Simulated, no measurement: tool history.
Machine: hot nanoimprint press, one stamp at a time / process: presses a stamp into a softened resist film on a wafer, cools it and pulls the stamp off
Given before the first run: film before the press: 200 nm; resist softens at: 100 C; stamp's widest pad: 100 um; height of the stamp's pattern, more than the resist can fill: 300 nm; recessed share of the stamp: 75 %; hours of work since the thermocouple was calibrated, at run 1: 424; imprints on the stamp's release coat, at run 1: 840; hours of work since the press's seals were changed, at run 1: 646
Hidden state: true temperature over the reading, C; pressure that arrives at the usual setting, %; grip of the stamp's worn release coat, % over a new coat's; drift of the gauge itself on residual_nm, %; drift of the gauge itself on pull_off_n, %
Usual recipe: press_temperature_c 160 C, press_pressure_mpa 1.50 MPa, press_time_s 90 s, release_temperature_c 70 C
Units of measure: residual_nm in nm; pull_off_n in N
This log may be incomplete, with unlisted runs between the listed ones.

| run | day | press_temperature_c | press_pressure_mpa | press_time_s | release_temperature_c | hours of work since the thermocouple was calibrated | imprints on the stamp's release coat | hours of work since the press's seals were changed | residual_nm | pull_off_n |
|---|---|---|---|---|---|---|---|---|---|---|
| 1 | 0.000 | 160 | 1.50 | 90 | 70 | 424 | 840 | 646 | 99.7 | 187 |
| 2 | 0.550 | 160 | 0.99 | 90 | 70 | 434 | 901 | 656 | 122.9 | 192 |
| 3 | 1.350 | 160 | 1.03 | 90 | 70 | 448 | 988 | 670 | 120.1 | 190 |
| 4 | 2.333 | 160 | 1.03 | 90 | 70 | 465 | 1096 | 687 | 120.0 | 201 |
| 5 | 2.821 | 160 | 1.03 | 90 | 70 | 473 | 1149 | 695 | 119.9 | 204 |
|  | 3.438 | plate thermocouple calibrated |
| 6 | 3.479 | 160 | 1.50 | 90 | 70 | 1 | 1207 | 705 | 101.8 | 203 |
| 7 | 3.908 | 160 | 1.50 | 90 | 70 | 8 | 1254 | 712 | 102.9 | 201 |
| 8 | 4.721 | 160 | 1.50 | 90 | 70 | 22 | 1343 | 726 | 102.6 | 216 |
| 9 | 5.283 | 160 | 1.50 | 90 | 70 | 32 | 1405 | 736 | 103.0 | 212 |
|  | 6.379 | press's hydraulic seals changed and the load cell set to zero |
| 10 | 6.525 | 160 | 1.50 | 90 | 70 | 48 | 1504 | 3 | 100.1 | 222 |
| 11 | 7.071 | 160 | 1.50 | 90 | 70 | 57 | 1564 | 12 | 100.0 | 220 |
| 12 | 8.104 | 167 | 1.83 | 90 | 66 | 75 | 1677 | 30 | 73.8 | 219 |
| 13 | 8.650 | 167 | 2.19 | 65 | 66 | 85 | 1737 | 39 | 74.4 | 235 |
| 14 | 9.283 | 166 | 1.81 | 90 | 70 | 96 | 1806 | 50 | 75.9 | 230 |
|  | 10.542 | stamp cleaned and given a new release coat |
| 15 | 10.542 | 166 | 1.81 | 90 | 70 | 113 | 0 | 68 | 76.0 | 154 |
| 16 | 11.412 | 158 | 1.14 | 77 | 64 | 128 | 96 | 83 | 126.4 | 170 |
| 17 | 12.150 | 160 | 1.50 | 90 | 59 | 141 | 176 | 96 | 100.2 | 179 |
| 18 | 12.988 | 160 | 1.50 | 90 | 71 | 155 | 268 | 110 | 99.5 | 163 |
| 19 | 13.742 | 160 | 1.69 | 149 | 72 | 169 | 350 | 123 | 78.1 | 165 |
| 20 | 14.675 | 148 | 2.22 | 84 | 66 | 185 | 452 | 140 | 117.2 | 177 |
| 21 | 15.254 | 149 | 2.15 | 163 | 65 | 195 | 516 | 150 | 95.3 | 186 |

Branching from run 21: 4 alternative next runs. What would each branch give?
| A | 15.696 | 161 | 1.50 | 90 | 70 | 202 | 564 | 157 | ? | ? |
| B | 15.696 | 160 | 1.03 | 77 | 70 | 202 | 564 | 157 | ? | ? |
| C | 15.696 | 149 | 0.93 | 163 | 62 | 202 | 564 | 157 | ? | ? |
| D | 15.696 | 149 | 2.15 | 78 | 77 | 202 | 564 | 157 | ? | ? |

| run | residual_nm | pull_off_n |
|---|---|---|
| A | 96.4 | 172 |
| B | 125.7 | 176 |
| C | 142.5 | 192 |
| D | 118.5 | 162 |
Without the tool's unlogged condition, the same runs would have read:
| run | residual_nm | pull_off_n |
|---|---|---|
| A | 96.9 | 150 |
| B | 126.4 | 153 |
| C | 143.5 | 168 |
| D | 118.9 | 141 |

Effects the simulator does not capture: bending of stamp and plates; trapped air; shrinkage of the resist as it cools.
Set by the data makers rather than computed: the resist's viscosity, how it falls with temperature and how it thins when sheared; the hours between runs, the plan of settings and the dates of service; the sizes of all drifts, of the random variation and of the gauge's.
